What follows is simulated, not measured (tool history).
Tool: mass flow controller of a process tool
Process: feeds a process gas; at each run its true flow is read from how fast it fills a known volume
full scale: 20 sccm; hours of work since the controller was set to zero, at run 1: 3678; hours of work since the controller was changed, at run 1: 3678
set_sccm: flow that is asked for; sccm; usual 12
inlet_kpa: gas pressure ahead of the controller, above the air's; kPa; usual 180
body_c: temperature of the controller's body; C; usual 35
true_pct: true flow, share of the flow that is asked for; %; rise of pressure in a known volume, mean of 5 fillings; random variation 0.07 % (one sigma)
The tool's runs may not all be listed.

run,hour,set_sccm,inlet_kpa,body_c,hours of work since the controller was set to zero,hours of work since the controller was changed,true_pct
1,0.0,12,180,35,3678,3678,99.20
2,352.2,12,180,25,3948,3948,99.40
3,613.6,12,180,25,4148,4148,99.48
4,829.0,2,180,35,4312,4312,98.56
5,1205.0,2,180,35,4600,4600,98.53
6,1595.2,2,180,35,4898,4898,98.45
7,1815.2,12,193,35,5067,5067,99.09
8,2073.2,12,193,35,5264,5264,99.22
9,2286.8,12,180,37,5428,5428,99.12
10,2634.4,12,180,31,5693,5693,99.12
11,2949.6,12,180,31,5935,5935,99.16
12,3180.3,5,180,35,6111,6111,98.55
13,3551.8,5,180,35,6395,6395,98.55
14,3823.6,5,180,35,6603,6603,98.40
15,4021.6,5,180,35,6755,6755,98.53
16,4411.5,5,168,35,7053,7053,98.42
# hour 4561.1: controller's zero set anew
17,4809.4,12,180,25,190,7357,99.10
18,5214.7,12,180,25,500,7667,99.06
19,5580.8,12,180,25,780,7947,98.98
20,5829.6,12,180,25,970,8137,99.06
21,6195.6,7,180,26,1250,8417,98.51
22,6554.6,7,178,40,1525,8692,98.37
23,6756.8,12,150,31,1680,8847,98.68
24,7175.3,12,150,31,2000,9167,98.84
25,7452.0,12,150,31,2212,9379,98.75
26,7682.9,7,180,26,2388,9555,98.59
27,8032.5,6,204,35,2656,9823,98.23
28,8204.0,8,180,21,2787,9954,98.61
29,8459.9,17,180,24,2983,10150,99.13
30,8656.3,17,180,24,3133,10300,99.19
31,9014.4,17,206,25,3407,10574,99.19
32,9429.6,6,277,25,3724,10891,98.51
33,9603.3,3,277,31,3857,11024,98.23
34,9915.8,2,180,27,4096,11263,98.01
35,10275.9,19,278,25,4372,11539,99.39
36,10651.9,11,151,26,4659,11826,98.53
37,10998.2,11,151,26,4924,12091,98.46

Hidden state at the last listed run before each entry between runs and at the first one after, where it differs:
Between runs 16 and 17: controller's zero set anew (hour 4561.1)
  flow at rest that the sensor doesn't see, % of full scale: 0.005 -> 0; drift of the gauge itself on true_pct, %: -0.33 -> -0.36
  measured less the result without the state, true_pct: -0.29 -> -0.35 %

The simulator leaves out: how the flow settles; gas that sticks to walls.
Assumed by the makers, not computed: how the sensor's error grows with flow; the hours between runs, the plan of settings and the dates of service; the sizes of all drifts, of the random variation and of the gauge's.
